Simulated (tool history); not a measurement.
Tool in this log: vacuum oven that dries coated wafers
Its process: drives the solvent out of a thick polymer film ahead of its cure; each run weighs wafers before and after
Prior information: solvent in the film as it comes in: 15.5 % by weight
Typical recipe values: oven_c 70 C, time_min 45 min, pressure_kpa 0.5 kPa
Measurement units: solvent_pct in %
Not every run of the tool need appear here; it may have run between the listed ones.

| run | hour | oven_c | time_min | pressure_kpa | solvent_pct |
|---|---|---|---|---|---|
| 1 | 0 | 70 | 45 | 0.5 | 3.15 |
| 2 | 104.5 | 70 | 34 | 0.5 | 4.4 |
| 3 | 179.6 | 70 | 34 | 0.5 | 4.34 |
| 4 | 265 | 70 | 34 | 0.5 | 4.46 |
| 5 | 312.3 | 70 | 34 | 0.5 | 4.51 |
| 6 | 364.7 | 70 | 45 | 0.5 | 3.37 |
| 7 | 455.3 | 70 | 45 | 0.416 | 3.29 |
| 8 | 506 | 70 | 45 | 0.416 | 3.37 |
| 9 | 582.7 | 70 | 45 | 0.416 | 3.4 |
| 10 | 689 | 70 | 45 | 0.649 | 3.61 |
| 11 | 794.4 | 70 | 45 | 0.649 | 3.64 |
| 12 | 880.2 | 70 | 45 | 0.649 | 3.73 |
| 13 | 977.2 | 70 | 45 | 0.649 | 3.68 |
| 14 | 1029.7 | 70 | 45 | 0.649 | 3.78 |
| 15 | 1127 | 70 | 45 | 0.5 | 3.77 |
| 16 | 1173.9 | 70 | 45 | 0.5 | 3.71 |
| 17 | 1280.4 | 70 | 45 | 0.5 | 3.83 |
| 18 | 1341.2 | 69 | 45 | 0.5 | 4.29 |
|  | 1411.4 | vacuum gauge cleaned of residue and calibrated |
| 19 | 1411.4 | 69 | 45 | 0.5 | 3.67 |
| 20 | 1514.3 | 69 | 45 | 0.5 | 3.85 |
| 21 | 1594.1 | 70 | 45 | 0.5 | 3.43 |
| 22 | 1674.4 | 81 | 45 | 0.5 | 0.75 |
| 23 | 1723.1 | 81 | 45 | 0.5 | 0.73 |

Expected results for the next run?
|  | 1758.5 | oven's thermocouples calibrated |
| 24 | 1788.9 | 81 | 45 | 0.5 | ? |

Run 24 came out at solvent_pct 0.55 %.
With no hidden state in the tool, this same run would have given solvent_pct 0.48 %.
